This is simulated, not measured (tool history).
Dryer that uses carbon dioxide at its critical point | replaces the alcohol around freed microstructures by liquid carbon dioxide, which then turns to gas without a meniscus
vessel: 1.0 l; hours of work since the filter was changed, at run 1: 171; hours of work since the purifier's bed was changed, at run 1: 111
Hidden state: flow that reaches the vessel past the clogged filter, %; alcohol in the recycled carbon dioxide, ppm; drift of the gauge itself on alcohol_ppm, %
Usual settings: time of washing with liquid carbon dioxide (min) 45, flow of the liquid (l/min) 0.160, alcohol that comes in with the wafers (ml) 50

run	day	time of washing with liquid carbon dioxide (min)	flow of the liquid (l/min)	alcohol that comes in with the wafers (ml)	hours of work since the filter was changed	hours of work since the purifier's bed was changed	alcohol left in the vessel before it's heated (ppm by volume)
1	0.000	45	0.160	50	171	111	376
2	1.342	45	0.160	50	196	135	416
3	3.304	45	0.160	50	231	171	424
# day 3.946: inlet filter changed
4	5.008	45	0.160	50	19	201	362
5	6.183	45	0.160	50	41	222	359
6	8.325	45	0.153	50	79	261	474
7	10.112	45	0.160	50	112	294	405
8	11.321	30	0.160	50	134	315	1835
9	13.275	45	0.160	65	169	351	542
10	14.996	45	0.151	65	200	382	723
11	16.704	45	0.151	65	231	413	754
# day 17.246: inlet filter changed
12	18.471	45	0.151	65	22	444	631
13	20.496	45	0.174	28	59	481	246
14	21.858	45	0.174	28	84	506	250
15	23.779	65	0.171	30	118	541	154
# day 24.321: purifier's bed changed
16	25.525	54	0.109	30	148	22	541
17	27.288	54	0.109	30	180	54	564
18	28.625	40	0.180	23	204	78	185
19	30.542	40	0.180	23	239	113	199
# day 30.717: inlet filter changed
20	32.342	30	0.122	24	29	145	1874
21	34.392	30	0.122	24	67	182	1938

Hidden state at the last listed run before each entry between runs and at the first one after, where it differs:
Between runs 3 and 4: inlet filter changed (day 3.946)
  flow that reaches the vessel past the clogged filter, %: 94.7 -> 99.6; alcohol in the recycled carbon dioxide, ppm: 51 -> 58.1
  measured less the result without the state, alcohol left in the vessel before it's heated (ppm by volume): +134 -> +60
Between runs 11 and 12: inlet filter changed (day 17.246)
  flow that reaches the vessel past the clogged filter, %: 94.8 -> 99.2; alcohol in the recycled carbon dioxide, ppm: 111 -> 118.9
  measured less the result without the state, alcohol left in the vessel before it's heated (ppm by volume): +249 -> +133
Between runs 15 and 16: purifier's bed changed (day 24.321)
  flow that reaches the vessel past the clogged filter, %: 97.1 -> 96.5; alcohol in the recycled carbon dioxide, ppm: 143.2 -> 11
  measured less the result without the state, alcohol left in the vessel before it's heated (ppm by volume): +140 -> +78
Between runs 19 and 20: inlet filter changed (day 30.717)
  flow that reaches the vessel past the clogged filter, %: 94.4 -> 99; alcohol in the recycled carbon dioxide, ppm: 34.3 -> 42.4
  measured less the result without the state, alcohol left in the vessel before it's heated (ppm by volume): +72 -> +86
